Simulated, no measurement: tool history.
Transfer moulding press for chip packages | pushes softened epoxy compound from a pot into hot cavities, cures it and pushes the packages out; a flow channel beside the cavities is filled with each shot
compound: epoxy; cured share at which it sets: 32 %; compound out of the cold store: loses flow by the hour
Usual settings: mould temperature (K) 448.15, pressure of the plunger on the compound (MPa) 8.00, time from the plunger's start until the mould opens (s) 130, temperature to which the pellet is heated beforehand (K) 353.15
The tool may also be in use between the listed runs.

run	hour	mould temperature (K)	pressure of the plunger on the compound (MPa)	time from the plunger's start until the mould opens (s)	temperature to which the pellet is heated beforehand (K)	incoming compound's hours out of the cold store	length that the compound runs in the flow channel (mm)	greatest force on the pins that push the packages out (N)
1	0.0	448.15	8.00	130	353.15	20.9	995	162
# hour 11.3: cavities cleaned with cleaning compound and waxed
2	12.2	448.15	8.00	130	345.15	16.6	1019	161
3	29.8	448.15	8.00	130	345.15	29.5	935	153
4	47.3	448.15	8.00	130	359.15	20.1	1002	152
5	57.2	448.15	8.00	130	359.15	10.5	1074	159
6	67.4	448.15	8.00	130	359.15	17.1	1015	164
7	76.7	448.15	8.00	130	355.15	41.0	863	161
8	93.9	448.15	8.00	130	355.15	42.7	846	154
9	112.6	448.15	8.00	130	355.15	29.4	958	165
10	125.7	448.15	8.31	130	353.15	34.0	918	158
11	135.3	443.15	9.87	140	359.15	22.4	1134	170
12	147.8	451.15	6.50	140	359.15	23.2	869	161
13	160.2	451.15	8.52	124	359.15	9.1	1096	167

Forecast each of these 3 alternatives for the next run:
# hour 170.3: cavities cleaned with cleaning compound and waxed
A	180.1	448.15	8.00	163	353.15	28.9	?	?
# hour 170.3: cavities cleaned with cleaning compound and waxed
B	180.1	446.15	9.75	124	359.15	31.2	?	?
# hour 170.3: cavities cleaned with cleaning compound and waxed
C	180.1	448.15	8.00	161	353.15	17.3	?	?

run	length that the compound runs in the flow channel (mm)	greatest force on the pins that push the packages out (N)
A	954	159
B	1019	166
C	1019	142
Without the tool's hidden state the same runs would have given:
run	length that the compound runs in the flow channel (mm)	greatest force on the pins that push the packages out (N)
A	956	158
B	1020	166
C	1021	142
